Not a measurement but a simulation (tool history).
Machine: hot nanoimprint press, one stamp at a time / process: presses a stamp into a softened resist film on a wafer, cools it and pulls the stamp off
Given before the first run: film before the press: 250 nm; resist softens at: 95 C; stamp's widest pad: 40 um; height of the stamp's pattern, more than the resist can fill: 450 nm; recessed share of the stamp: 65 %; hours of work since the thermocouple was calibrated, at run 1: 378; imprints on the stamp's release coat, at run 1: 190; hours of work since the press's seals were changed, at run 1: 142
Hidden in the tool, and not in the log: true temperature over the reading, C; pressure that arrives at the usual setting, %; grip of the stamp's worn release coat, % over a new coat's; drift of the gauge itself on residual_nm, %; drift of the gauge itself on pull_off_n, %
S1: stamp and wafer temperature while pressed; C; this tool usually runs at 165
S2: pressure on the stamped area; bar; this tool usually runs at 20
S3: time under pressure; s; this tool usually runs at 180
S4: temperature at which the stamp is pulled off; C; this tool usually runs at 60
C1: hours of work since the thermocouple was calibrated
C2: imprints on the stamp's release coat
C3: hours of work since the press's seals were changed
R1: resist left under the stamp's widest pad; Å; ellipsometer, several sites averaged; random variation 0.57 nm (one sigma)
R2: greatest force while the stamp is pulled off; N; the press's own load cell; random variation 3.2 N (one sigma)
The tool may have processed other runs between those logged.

run,hour,S1,S2,S3,S4,C1,C2,C3,R1,R2
1,0.0,165,20,180,60,378,190,142,1031,201
2,9.3,165,20,180,60,384,223,148,1027,200
3,16.6,165,20,180,60,389,249,153,1023,214
4,25.9,165,20,180,60,395,282,159,1034,216
5,34.4,165,20,180,60,400,312,165,1030,212
6,43.5,165,20,180,60,406,344,170,1036,214
7,52.9,172,20,180,60,412,378,177,777,218
8,59.9,172,20,180,60,417,402,181,793,226
9,64.5,172,20,180,60,420,419,184,767,230
10,72.9,172,20,180,60,425,449,190,784,224
11,79.5,172,20,180,60,430,472,194,784,228
12,89.4,165,20,180,49,436,507,200,1033,278
13,94.3,165,20,180,49,439,525,204,1039,278
# hour 111.3: stamp cleaned and given a new release coat
14,111.3,165,20,180,49,446,0,211,1037,236
# hour 118.9: plate thermocouple calibrated
15,124.3,165,20,180,49,3,35,217,1087,251

Estimate the outcome of run 16 from the log above:
16,130.3,155,20,94,60,7,57,221,?,?

Run 16 gave R1 1888 Å, R2 210 N.
With no hidden state in the tool, this same run would have given R1 1732 Å, R2 192 N.

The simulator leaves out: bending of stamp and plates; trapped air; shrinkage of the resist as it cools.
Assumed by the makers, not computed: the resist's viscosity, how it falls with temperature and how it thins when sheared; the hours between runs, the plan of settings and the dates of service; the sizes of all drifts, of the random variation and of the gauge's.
